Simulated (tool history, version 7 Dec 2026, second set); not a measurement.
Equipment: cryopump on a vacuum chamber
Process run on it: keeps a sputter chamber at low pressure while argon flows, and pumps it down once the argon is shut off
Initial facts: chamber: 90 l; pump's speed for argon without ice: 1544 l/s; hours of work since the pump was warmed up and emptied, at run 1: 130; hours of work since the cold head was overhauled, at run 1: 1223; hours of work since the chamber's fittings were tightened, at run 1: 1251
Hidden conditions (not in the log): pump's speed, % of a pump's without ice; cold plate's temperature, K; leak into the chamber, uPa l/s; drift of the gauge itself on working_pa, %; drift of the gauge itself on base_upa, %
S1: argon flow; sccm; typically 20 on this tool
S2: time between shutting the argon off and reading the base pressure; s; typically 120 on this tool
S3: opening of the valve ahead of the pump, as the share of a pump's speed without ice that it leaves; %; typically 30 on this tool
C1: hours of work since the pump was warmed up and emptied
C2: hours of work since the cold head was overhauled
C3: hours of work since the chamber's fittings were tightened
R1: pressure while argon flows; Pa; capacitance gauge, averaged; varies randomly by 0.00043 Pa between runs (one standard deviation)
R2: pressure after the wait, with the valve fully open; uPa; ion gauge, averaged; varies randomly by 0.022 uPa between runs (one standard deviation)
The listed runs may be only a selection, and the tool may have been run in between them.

run,hour,S1,S2,S3,C1,C2,C3,R1,R2
1,0.0,20,120,30,130,1223,1251,0.0749,1.79
2,54.4,20,120,30,157,1250,1278,0.0755,1.92
3,97.5,20,120,30,178,1272,1300,0.0749,1.90
4,136.3,20,120,30,198,1291,1319,0.0759,2.01
5,180.1,20,120,30,220,1313,1341,0.0768,1.89
6,222.8,20,120,30,241,1334,1362,0.0764,2.02
7,278.5,20,120,30,269,1362,1390,0.0770,2.08
8,312.7,20,120,30,286,1379,1407,0.0771,2.14
9,377.7,20,24,30,318,1411,1439,0.0773,3.67
10,414.5,20,24,30,336,1430,1457,0.0775,3.88
11,468.1,20,24,23,363,1456,1484,0.0997,3.83
12,510.8,20,24,23,384,1478,1505,0.1011,3.99
13,572.1,20,24,23,415,1508,1536,0.1005,4.02
14,612.6,20,296,30,435,1528,1556,0.0785,2.14
15,659.6,20,296,30,458,1552,1580,0.0800,2.25
16,692.9,20,296,30,475,1568,1596,0.0802,2.27
17,753.5,20,28,22,505,1599,1626,0.1078,3.84
# hour 804.4: pump warmed up, emptied and cooled again
18,816.9,11,275,16,6,1628,1655,0.0757,1.92
19,863.1,20,39,30,29,1651,1678,0.0743,3.03
20,911.0,20,39,30,53,1674,1702,0.0739,2.96
21,972.4,20,39,30,84,1705,1733,0.0752,3.01
22,1012.7,20,39,30,104,1725,1753,0.0748,3.06
23,1053.2,9,56,30,124,1745,1773,0.0329,2.74
24,1117.6,20,96,26,156,1777,1805,0.0867,2.36
25,1157.5,9,96,49,176,1797,1825,0.0210,2.47
26,1202.3,20,142,57,198,1820,1847,0.0409,2.36
27,1254.0,20,81,57,224,1845,1873,0.0414,2.61
28,1318.9,20,81,57,256,1878,1905,0.0424,2.78

3 ways to go on from here, each from the tool as it stands after run 28. What would each give?
A,1370.7,29,153,30,282,1903,1931,?,?
B,1370.7,27,21,17,282,1903,1931,?,?
C,1370.7,17,120,59,282,1903,1931,?,?

run,R1,R2
A,0.1122,2.43
B,0.1792,4.47
C,0.0345,2.64
With no hidden state in the tool, these same runs would have given:
run,R1,R2
A,0.1064,0.49
B,0.1738,2.47
C,0.0311,0.59
